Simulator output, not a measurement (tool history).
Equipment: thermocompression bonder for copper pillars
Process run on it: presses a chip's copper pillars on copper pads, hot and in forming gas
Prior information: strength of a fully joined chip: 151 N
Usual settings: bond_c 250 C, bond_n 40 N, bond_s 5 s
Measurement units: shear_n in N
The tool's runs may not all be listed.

run,day,bond_c,bond_n,bond_s,shear_n
1,0,250,40,5,94.1
2,0.433,250,40,5,93.5
3,0.871,250,40,5,93.5
4,1.1,250,40,13,118.2
5,1.4,250,40,9,109.3
6,1.938,250,40,4,87.3
7,2.238,250,40,5,93.7
8,2.75,266,40,5,111.8
9,3.208,266,40,5,112.6
10,3.583,266,40,5,111.8
11,3.95,247,40,5,89.6
12,4.292,247,40,5,89.6
13,4.725,247,40,5,89
14,5.112,247,40,5,89.6
15,5.45,250,40,6,98.6
16,5.962,250,40,6,98.6
17,6.438,250,40,6,98.7
18,6.842,250,40,5,93
19,7.271,250,40,5,93
20,7.55,256,40,5,100
21,7.771,256,40,5,100.5
22,8.117,256,40,5,100.1
23,8.462,250,54,12,134
24,8.762,250,54,3,103.2
25,9.3,250,54,3,103.1
26,9.779,248,44,4,91.9
27,10.225,248,44,4,91.8
28,10.467,248,44,4,91.8
29,10.829,224,29,6,45.3
30,11.254,267,33,5,97.5
31,11.488,267,33,4,90.7
32,11.933,267,33,4,90.8
33,12.454,249,26,7,67.4
34,12.812,223,40,5,60.7
35,13.075,258,38,8,110.5
36,13.588,250,57,5,119.7
37,14.012,250,57,5,119.3
38,14.329,250,57,5,119.4
39,14.729,233,42,8,87.9
40,15.112,240,27,3,42.8

Consider 3 possible next runs. They are alternatives, not a sequence: every one starts from the tool as it was left by run 40. What does each give?
A,15.596,240,45,7,?
B,15.596,240,54,6,?
C,15.596,246,27,3,?

run,shear_n
A,98.8
B,108.2
C,47.8
Had the tool no hidden state, the same runs would have come out as:
run,shear_n
A,100.1
B,109.9
C,48
